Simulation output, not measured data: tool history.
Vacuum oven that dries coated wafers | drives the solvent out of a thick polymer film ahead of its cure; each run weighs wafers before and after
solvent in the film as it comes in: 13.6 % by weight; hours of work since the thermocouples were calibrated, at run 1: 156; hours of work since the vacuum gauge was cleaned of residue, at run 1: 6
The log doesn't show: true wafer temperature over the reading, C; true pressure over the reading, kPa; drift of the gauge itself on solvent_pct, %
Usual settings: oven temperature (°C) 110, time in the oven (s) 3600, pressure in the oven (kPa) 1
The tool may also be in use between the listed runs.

run    hour  oven temperature (°C)  time in the oven (s)  pressure in the oven (kPa)  hours of work since the thermocouples were calibrated  hours of work since the vacuum gauge was cleaned of residue  solvent left in the film (%)
  1       0                    110                  3600                           1                                                    156                                                            6                          1.48
  2    72.3                    110                  3600                           1                                                    195                                                           45                          1.48
  3   170.3                    110                  3600                           1                                                    249                                                           99                          1.49
  4   266.5                    110                  3600                           1                                                    301                                                          151                          1.44
  5   308.2                    110                  3600                           1                                                    324                                                          174                          1.48
  6   383.5                    110                  3600                           1                                                    365                                                          215                          1.46
  7   466.7                    110                  3600                           1                                                    411                                                          261                          1.47
  8   510.2                    110                  3600                           1                                                    434                                                          284                          1.48
  9   601.7                    110                  3600                        2.65                                                    484                                                          334                          1.94
 10   689.4                    110                  3600                        2.65                                                    532                                                          382                          1.97
 11   765.5                    110                  3600                        2.65                                                    574                                                          424                          1.95
 12   849.3                    110                  3600                        2.65                                                    619                                                          469                          1.97
 13   937.4                    110                  3600                        2.65                                                    667                                                          517                          1.99
 14  1018.2                    110                  3600                        2.65                                                    711                                                          562                          1.96
 15  1084.2                    110                  3600                        2.65                                                    747                                                          598                          1.93
 16  1143.2                    110                  3600                           1                                                    780                                                          630                          1.45
 17  1188.6                    110                  3600                           1                                                    804                                                          655                          1.49
 18  1263.4                    117                  3060                        1.39                                                    845                                                          695                           1.3
     1299.9  -- oven's thermocouples calibrated
 19  1322.2                    117                  3060                        1.39                                                     12                                                          726                          1.29
 20  1415.9                    123                  1800                        0.84                                                     63                                                          777                          2.04
 21  1470.2                    123                  1800                        0.84                                                     93                                                          807                          2.05
 22  1570.3                    123                  5580                        0.84                                                    148                                                          862                          0.23
 23  1667.7                    123                  5580                        0.84                                                    201                                                          915                          0.24
 24  1766.6                    107                  2280                        3.93                                                    255                                                          969                           4.2
 25  1852.2                    107                  2280                        3.93                                                    301                                                         1016                          4.23
 26  1919.8                    124                  1980                        1.72                                                    338                                                         1052                          1.81
 27  2020.9                    107                  2640                        3.48                                                    393                                                         1108                          3.55
 28  2108.7                    125                  3600                        3.76                                                    441                                                         1155                          0.95
 29    2165                    118                  4680                        3.76                                                    472                                                         1186                          1.17
 30    2231                    121                  3840                        1.02                                                    508                                                         1222                          0.56
 31  2316.9                    111                  3840                        1.02                                                    555                                                         1269                           1.2
 32  2368.7                    116                  3840                        1.02                                                    583                                                         1297                          0.83
 33    2410                    119                  3840                        0.79                                                    606                                                         1320                           0.6

4 ways to go on from here, each from the tool as it stands after run 33. What would each give?
  A  2512.9                    119                  3780                         2.1                                                    662                                                         1376                             ?
  B  2512.9                    110                  4620                        0.77                                                    662                                                         1376                             ?
  C  2512.9                    110                  3960                        0.52                                                    662                                                         1376                             ?
  D  2512.9                    100                  4080                        2.93                                                    662                                                         1376                             ?

run  solvent left in the film (%)
  A                          0.95
  B                          0.88
  C                           1.1
  D                          3.05
Without the tool's hidden state the same runs would have given:
run  solvent left in the film (%)
  A                          0.95
  B                          0.87
  C                           1.1
  D                          3.05

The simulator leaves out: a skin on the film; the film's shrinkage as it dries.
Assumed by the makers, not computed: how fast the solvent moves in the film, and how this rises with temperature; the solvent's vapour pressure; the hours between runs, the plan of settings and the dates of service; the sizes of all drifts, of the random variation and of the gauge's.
